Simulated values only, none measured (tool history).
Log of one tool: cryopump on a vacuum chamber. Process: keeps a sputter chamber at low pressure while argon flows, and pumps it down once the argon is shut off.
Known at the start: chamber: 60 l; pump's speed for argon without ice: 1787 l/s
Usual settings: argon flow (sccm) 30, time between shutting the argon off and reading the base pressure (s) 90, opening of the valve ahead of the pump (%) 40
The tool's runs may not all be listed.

| run | hour | argon flow (sccm) | time between shutting the argon off and reading the base pressure (s) | opening of the valve ahead of the pump (%) | pressure while argon flows (Pa) | pressure after the wait (uPa) |
|---|---|---|---|---|---|---|
| 1 | 0.0 | 30 | 90 | 40 | 0.0730 | 1.50 |
| 2 | 46.4 | 18 | 90 | 40 | 0.0441 | 1.52 |
| 3 | 72.9 | 18 | 90 | 40 | 0.0448 | 1.52 |
| 4 | 97.9 | 18 | 90 | 18 | 0.0968 | 1.56 |
| 5 | 131.1 | 30 | 90 | 40 | 0.0751 | 1.62 |
| 6 | 162.2 | 30 | 90 | 40 | 0.0748 | 1.65 |
| 7 | 201.2 | 30 | 90 | 40 | 0.0751 | 1.67 |
| 8 | 233.8 | 30 | 90 | 40 | 0.0758 | 1.61 |
| 9 | 272.8 | 30 | 90 | 40 | 0.0764 | 1.69 |
| 10 | 316.7 | 30 | 90 | 40 | 0.0756 | 1.72 |
| 11 | 352.0 | 30 | 90 | 40 | 0.0765 | 1.75 |
| 12 | 374.7 | 30 | 90 | 40 | 0.0771 | 1.74 |
| 13 | 425.0 | 30 | 90 | 40 | 0.0767 | 1.81 |
| 14 | 461.3 | 30 | 90 | 40 | 0.0764 | 1.86 |
| 15 | 505.8 | 30 | 253 | 40 | 0.0772 | 1.66 |
| 16 | 529.6 | 30 | 253 | 40 | 0.0778 | 1.68 |
| 17 | 575.1 | 13 | 90 | 40 | 0.0338 | 1.93 |
| 18 | 624.3 | 34 | 90 | 48 | 0.0764 | 1.88 |
| 19 | 650.5 | 34 | 24 | 48 | 0.0761 | 2.82 |
| 20 | 675.9 | 30 | 129 | 26 | 0.1187 | 1.95 |
| 21 | 723.4 | 30 | 129 | 26 | 0.1182 | 1.94 |
| 22 | 768.0 | 36 | 90 | 24 | 0.1522 | 1.94 |
| 23 | 801.6 | 21 | 166 | 15 | 0.1397 | 1.89 |
| 24 | 845.1 | 21 | 166 | 15 | 0.1398 | 1.97 |
|  | 869.2 | leaking fittings of the chamber tightened, without venting |
| 25 | 879.8 | 27 | 34 | 16 | 0.1706 | 1.08 |
| 26 | 929.3 | 27 | 34 | 16 | 0.1704 | 1.07 |
| 27 | 953.2 | 27 | 34 | 16 | 0.1703 | 1.07 |
| 28 | 988.0 | 27 | 34 | 16 | 0.1719 | 1.13 |
|  | 1003.8 | pump warmed up, emptied and cooled again |
| 29 | 1033.3 | 27 | 34 | 16 | 0.1590 | 1.01 |
| 30 | 1069.2 | 27 | 142 | 16 | 0.1599 | 0.46 |
| 31 | 1092.0 | 38 | 199 | 22 | 0.1630 | 0.42 |
| 32 | 1117.2 | 32 | 26 | 15 | 0.2039 | 1.23 |
| 33 | 1143.2 | 32 | 41 | 15 | 0.2038 | 0.94 |
| 34 | 1175.0 | 29 | 90 | 19 | 0.1458 | 0.61 |

Measured less the same run without the tool's hidden state. The same run-to-run variation is in both; the gauge's scatter may not be:
The hidden state here: pump's speed, % of a pump's without ice; cold plate's temperature, K; leak into the chamber, uPa l/s; drift of the gauge itself on working_pa, %; drift of the gauge itself on base_upa, %.
| run | pressure while argon flows (Pa) | pressure after the wait (uPa) |
|---|---|---|
| 1 | +0.0025 | +1.04 |
| 2 | +0.0018 | +1.08 |
| 3 | +0.0019 | +1.09 |
| 4 | +0.0020 | +1.11 |
| 5 | +0.0036 | +1.15 |
| 6 | +0.0039 | +1.16 |
| 7 | +0.0043 | +1.19 |
| 8 | +0.0045 | +1.18 |
| 9 | +0.0048 | +1.23 |
| 10 | +0.0052 | +1.26 |
| 11 | +0.0054 | +1.27 |
| 12 | +0.0057 | +1.29 |
| 13 | +0.0062 | +1.32 |
| 14 | +0.0065 | +1.36 |
| 15 | +0.0070 | +1.38 |
| 16 | +0.0072 | +1.41 |
| 17 | +0.0033 | +1.45 |
| 18 | +0.0094 | +1.42 |
| 19 | +0.0096 | +1.52 |
| 20 | +0.0088 | +1.55 |
| 21 | +0.0094 | +1.56 |
| 22 | +0.0118 | +1.53 |
| 23 | +0.0072 | +1.60 |
| 24 | +0.0076 | +1.65 |
| 25 | +0.0102 | +0.12 |
| 26 | +0.0107 | +0.15 |
| 27 | +0.0110 | +0.15 |
| 28 | +0.0113 | +0.17 |
| 29 | +0.0005 | +0.08 |
| 30 | +0.0007 | +0.09 |
| 31 | +0.0012 | +0.10 |
| 32 | +0.0012 | +0.10 |
| 33 | +0.0014 | +0.11 |
| 34 | +0.0014 | +0.12 |

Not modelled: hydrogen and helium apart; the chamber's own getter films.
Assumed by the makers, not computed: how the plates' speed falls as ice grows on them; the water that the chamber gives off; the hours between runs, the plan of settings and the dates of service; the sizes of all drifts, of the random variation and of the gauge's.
